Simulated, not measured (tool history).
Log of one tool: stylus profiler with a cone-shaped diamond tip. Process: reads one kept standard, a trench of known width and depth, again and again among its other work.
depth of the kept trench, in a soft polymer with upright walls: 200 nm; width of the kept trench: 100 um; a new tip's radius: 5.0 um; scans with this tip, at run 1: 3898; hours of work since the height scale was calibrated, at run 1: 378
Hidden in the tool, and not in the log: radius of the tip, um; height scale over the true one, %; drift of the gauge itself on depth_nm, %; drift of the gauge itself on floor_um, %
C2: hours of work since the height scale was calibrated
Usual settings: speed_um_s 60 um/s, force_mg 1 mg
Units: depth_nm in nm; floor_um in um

run 1 hour=0 | speed_um_s=60 force_mg=1 | scans_with_this_tip=3898 C2=378 | depth_nm=200.71 floor_um=96.27
run 2 hour=27.8 | speed_um_s=60 force_mg=1 | scans_with_this_tip=4030 C2=391 | depth_nm=200.54 floor_um=96.28
run 3 hour=47.7 | speed_um_s=60 force_mg=0.74 | scans_with_this_tip=4125 C2=400 | depth_nm=200.32 floor_um=96.18
run 4 hour=79.8 | speed_um_s=60 force_mg=1.14 | scans_with_this_tip=4277 C2=415 | depth_nm=200.61 floor_um=96.24
run 5 hour=113.2 | speed_um_s=60 force_mg=1.14 | scans_with_this_tip=4436 C2=430 | depth_nm=200.76 floor_um=96.24
run 6 hour=128.1 | speed_um_s=60 force_mg=1.14 | scans_with_this_tip=4507 C2=437 | depth_nm=200.64 floor_um=96.23
run 7 hour=157.2 | speed_um_s=60 force_mg=1.14 | scans_with_this_tip=4645 C2=450 | depth_nm=200.74 floor_um=96.24
run 8 hour=187.4 | speed_um_s=60 force_mg=1 | scans_with_this_tip=4789 C2=464 | depth_nm=200.7 floor_um=96.25
run 9 hour=220.2 | speed_um_s=60 force_mg=0.63 | scans_with_this_tip=4945 C2=480 | depth_nm=200.4 floor_um=96.05
run 10 hour=239.8 | speed_um_s=60 force_mg=0.63 | scans_with_this_tip=5038 C2=489 | depth_nm=200.17 floor_um=96.06
run 11 hour=265.4 | speed_um_s=60 force_mg=0.63 | scans_with_this_tip=5160 C2=500 | depth_nm=200.21 floor_um=96.06
run 12 hour=288.7 | speed_um_s=60 force_mg=0.63 | scans_with_this_tip=5270 C2=511 | depth_nm=200.08 floor_um=96.01
run 13 hour=304.3 | speed_um_s=60 force_mg=0.63 | scans_with_this_tip=5345 C2=518 | depth_nm=200.17 floor_um=96.03
run 14 hour=318.5 | speed_um_s=60 force_mg=0.63 | scans_with_this_tip=5412 C2=525 | depth_nm=200.33 floor_um=96.03
run 15 hour=339.7 | speed_um_s=60 force_mg=2.75 | scans_with_this_tip=5513 C2=535 | depth_nm=201.08 floor_um=96.33
run 16 hour=354.4 | speed_um_s=60 force_mg=2.75 | scans_with_this_tip=5583 C2=541 | depth_nm=201.35 floor_um=96.24
run 17 hour=378.9 | speed_um_s=60 force_mg=1 | scans_with_this_tip=5699 C2=553 | depth_nm=200.52 floor_um=96.07
-- hour=382.5 height scale calibrated on a step standard
run 18 hour=407.9 | speed_um_s=60 force_mg=1 | scans_with_this_tip=5834 C2=12 | depth_nm=200.34 floor_um=96.15
run 19 hour=431.3 | speed_um_s=60 force_mg=2.01 | scans_with_this_tip=5946 C2=23 | depth_nm=200.83 floor_um=96.22
run 20 hour=457 | speed_um_s=60 force_mg=2.01 | scans_with_this_tip=6068 C2=34 | depth_nm=200.83 floor_um=96.25
run 21 hour=483.8 | speed_um_s=60 force_mg=2.01 | scans_with_this_tip=6195 C2=47 | depth_nm=200.79 floor_um=96.21
run 22 hour=516.8 | speed_um_s=60 force_mg=1.19 | scans_with_this_tip=6352 C2=62 | depth_nm=200.47 floor_um=96.13
run 23 hour=548.8 | speed_um_s=50 force_mg=1 | scans_with_this_tip=6504 C2=77 | depth_nm=200.25 floor_um=96.11
-- hour=567.3 height scale calibrated on a step standard, once more
run 24 hour=573.5 | speed_um_s=60 force_mg=1 | scans_with_this_tip=6619 C2=3 | depth_nm=200.67 floor_um=96.02
run 25 hour=592.1 | speed_um_s=60 force_mg=1 | scans_with_this_tip=6708 C2=11 | depth_nm=200.78 floor_um=96.06
run 26 hour=608.5 | speed_um_s=60 force_mg=2.31 | scans_with_this_tip=6786 C2=19 | depth_nm=201.67 floor_um=96.25
run 27 hour=635 | speed_um_s=34 force_mg=0.58 | scans_with_this_tip=6912 C2=31 | depth_nm=200.66 floor_um=96.12
run 28 hour=654.3 | speed_um_s=37 force_mg=0.7 | scans_with_this_tip=7003 C2=40 | depth_nm=200.67 floor_um=96.13
run 29 hour=687.7 | speed_um_s=71 force_mg=1.47 | scans_with_this_tip=7162 C2=55 | depth_nm=201.16 floor_um=95.97
run 30 hour=714.8 | speed_um_s=60 force_mg=1.2 | scans_with_this_tip=7291 C2=68 | depth_nm=200.84 floor_um=96.01
run 31 hour=731.2 | speed_um_s=168 force_mg=0.72 | scans_with_this_tip=7369 C2=76 | depth_nm=200.52 floor_um=94.89
run 32 hour=758.9 | speed_um_s=168 force_mg=0.72 | scans_with_this_tip=7501 C2=88 | depth_nm=200.76 floor_um=94.89
run 33 hour=783.9 | speed_um_s=180 force_mg=2.7 | scans_with_this_tip=7619 C2=100 | depth_nm=201.75 floor_um=95.63
run 34 hour=810.9 | speed_um_s=60 force_mg=0.44 | scans_with_this_tip=7748 C2=112 | depth_nm=200.39 floor_um=95.69
run 35 hour=836.6 | speed_um_s=60 force_mg=1.52 | scans_with_this_tip=7870 C2=124 | depth_nm=200.97 floor_um=95.95
run 36 hour=863.8 | speed_um_s=60 force_mg=2.54 | scans_with_this_tip=7999 C2=137 | depth_nm=201.6 floor_um=96.07
run 37 hour=885.5 | speed_um_s=60 force_mg=2.54 | scans_with_this_tip=8102 C2=147 | depth_nm=201.63 floor_um=96.11
run 38 hour=915.4 | speed_um_s=76 force_mg=2.54 | scans_with_this_tip=8244 C2=160 | depth_nm=201.5 floor_um=96.02
run 39 hour=938.1 | speed_um_s=68 force_mg=0.44 | scans_with_this_tip=8352 C2=171 | depth_nm=200.36 floor_um=95.58
run 40 hour=956.3 | speed_um_s=68 force_mg=0.44 | scans_with_this_tip=8439 C2=179 | depth_nm=200.39 floor_um=95.58
run 41 hour=979.1 | speed_um_s=68 force_mg=0.44 | scans_with_this_tip=8547 C2=190 | depth_nm=200.51 floor_um=95.52
run 42 hour=995.8 | speed_um_s=24 force_mg=0.95 | scans_with_this_tip=8627 C2=198 | depth_nm=200.92 floor_um=96.16
run 43 hour=1013.5 | speed_um_s=57 force_mg=0.65 | scans_with_this_tip=8711 C2=206 | depth_nm=200.49 floor_um=95.73
run 44 hour=1039.9 | speed_um_s=39 force_mg=2.14 | scans_with_this_tip=8836 C2=218 | depth_nm=201.23 floor_um=96.16
run 45 hour=1056.2 | speed_um_s=42 force_mg=0.77 | scans_with_this_tip=8914 C2=225 | depth_nm=200.54 floor_um=95.94
run 46 hour=1081.5 | speed_um_s=71 force_mg=2.08 | scans_with_this_tip=9034 C2=237 | depth_nm=201.44 floor_um=95.91
run 47 hour=1105.4 | speed_um_s=71 force_mg=0.63 | scans_with_this_tip=9148 C2=248 | depth_nm=200.68 floor_um=95.56

Hidden state at the last listed run before each entry between runs and at the first one after, where it differs:
Between runs 17 and 18: height scale calibrated on a step standard (hour 382.5)
  radius of the tip, um: 7.4 -> 7.45; height scale over the true one, %: -0.17 -> -0.237
  measured less the result without the state, depth_nm: -0.34 -> -0.47 nm; floor_um: -0.61 -> -0.63 um
Between runs 23 and 24: height scale calibrated on a step standard, once more (hour 567.3)
  radius of the tip, um: 7.71 -> 7.76; height scale over the true one, %: -0.255 -> 0.028
  measured less the result without the state, depth_nm: -0.52 -> +0.06 nm; floor_um: -0.69 -> -0.7 um
